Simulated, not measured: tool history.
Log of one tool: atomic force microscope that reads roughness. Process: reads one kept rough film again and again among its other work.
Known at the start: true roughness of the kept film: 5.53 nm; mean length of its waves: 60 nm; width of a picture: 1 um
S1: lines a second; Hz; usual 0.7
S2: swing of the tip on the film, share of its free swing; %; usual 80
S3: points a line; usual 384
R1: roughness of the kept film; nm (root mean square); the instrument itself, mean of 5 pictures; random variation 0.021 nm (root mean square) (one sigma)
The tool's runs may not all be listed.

run 1 hour=0 | S1=0.7 S2=80 S3=384 | R1=5.128
run 2 hour=18.6 | S1=0.7 S2=80 S3=384 | R1=5.076
run 3 hour=44.1 | S1=0.7 S2=80 S3=384 | R1=4.972
run 4 hour=70.1 | S1=1.996 S2=80 S3=384 | R1=4.597
run 5 hour=89 | S1=1.996 S2=80 S3=384 | R1=4.532
run 6 hour=105.3 | S1=0.7 S2=80 S3=384 | R1=4.722
-- hour=116.4 new tip fitted
run 7 hour=142.1 | S1=0.7 S2=58 S3=384 | R1=5.164
run 8 hour=163.1 | S1=0.7 S2=58 S3=384 | R1=5.041
-- hour=166.3 height scale calibrated on a step standard
run 9 hour=200.2 | S1=0.7 S2=72 S3=390 | R1=4.844
-- hour=233.6 new tip fitted
run 10 hour=233.6 | S1=0.7 S2=80 S3=501 | R1=5.139
run 11 hour=255.7 | S1=0.7 S2=80 S3=501 | R1=5.029
run 12 hour=285.8 | S1=0.608 S2=63 S3=839 | R1=5.009
run 13 hour=306.3 | S1=1.597 S2=56 S3=900 | R1=4.907

Forecast run 14:
-- hour=337.1 height scale calibrated on a step standard, once more
run 14 hour=341.5 | S1=1.597 S2=56 S3=900 | R1=?

Run 14 gave R1 4.805 nm (root mean square).
Without the tool's hidden state the same run would have given R1 5.266 nm (root mean square).
